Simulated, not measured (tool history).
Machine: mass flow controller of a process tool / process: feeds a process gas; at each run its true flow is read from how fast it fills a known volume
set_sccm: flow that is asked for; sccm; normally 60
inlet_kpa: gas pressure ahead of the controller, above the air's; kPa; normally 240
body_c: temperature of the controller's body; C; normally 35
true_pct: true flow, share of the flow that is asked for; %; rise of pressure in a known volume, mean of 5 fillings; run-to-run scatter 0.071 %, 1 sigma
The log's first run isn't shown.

{"run": 2, "hour": 128.4, "set_sccm": 40, "inlet_kpa": 240, "body_c": 35, "true_pct": 97.65}
{"run": 3, "hour": 205.6, "set_sccm": 40, "inlet_kpa": 240, "body_c": 35, "true_pct": 97.57}
{"run": 4, "hour": 391.0, "set_sccm": 60, "inlet_kpa": 240, "body_c": 35, "true_pct": 98.36}
{"run": 5, "hour": 533.1, "set_sccm": 39, "inlet_kpa": 240, "body_c": 35, "true_pct": 97.39}
{"run": 6, "hour": 696.8, "set_sccm": 39, "inlet_kpa": 240, "body_c": 35, "true_pct": 97.33}
{"run": 7, "hour": 867.7, "set_sccm": 60, "inlet_kpa": 240, "body_c": 35, "true_pct": 98.12}
{"run": 8, "hour": 989.3, "set_sccm": 60, "inlet_kpa": 240, "body_c": 35, "true_pct": 98.01}
{"run": 9, "hour": 1086.1, "set_sccm": 60, "inlet_kpa": 240, "body_c": 35, "true_pct": 98.06}
{"run": 10, "hour": 1224.2, "set_sccm": 28, "inlet_kpa": 240, "body_c": 35, "true_pct": 96.13}
{"run": 11, "hour": 1392.7, "set_sccm": 60, "inlet_kpa": 240, "body_c": 35, "true_pct": 97.95}
{"run": 12, "hour": 1568.1, "set_sccm": 60, "inlet_kpa": 240, "body_c": 35, "true_pct": 98.01}
{"run": 13, "hour": 1706.0, "set_sccm": 60, "inlet_kpa": 240, "body_c": 35, "true_pct": 98.0}
{"run": 14, "hour": 1785.0, "set_sccm": 60, "inlet_kpa": 240, "body_c": 35, "true_pct": 97.93}
{"run": 15, "hour": 1864.4, "set_sccm": 60, "inlet_kpa": 240, "body_c": 26, "true_pct": 97.09}

What will run 16 give?
{"run": 16, "hour": 2022.4, "set_sccm": 60, "inlet_kpa": 240, "body_c": 26, "true_pct": "?"}

Run 16 measured true_pct 96.94 %.
The same run, on a tool lacking any hidden state, would have yielded true_pct 98.55 %.

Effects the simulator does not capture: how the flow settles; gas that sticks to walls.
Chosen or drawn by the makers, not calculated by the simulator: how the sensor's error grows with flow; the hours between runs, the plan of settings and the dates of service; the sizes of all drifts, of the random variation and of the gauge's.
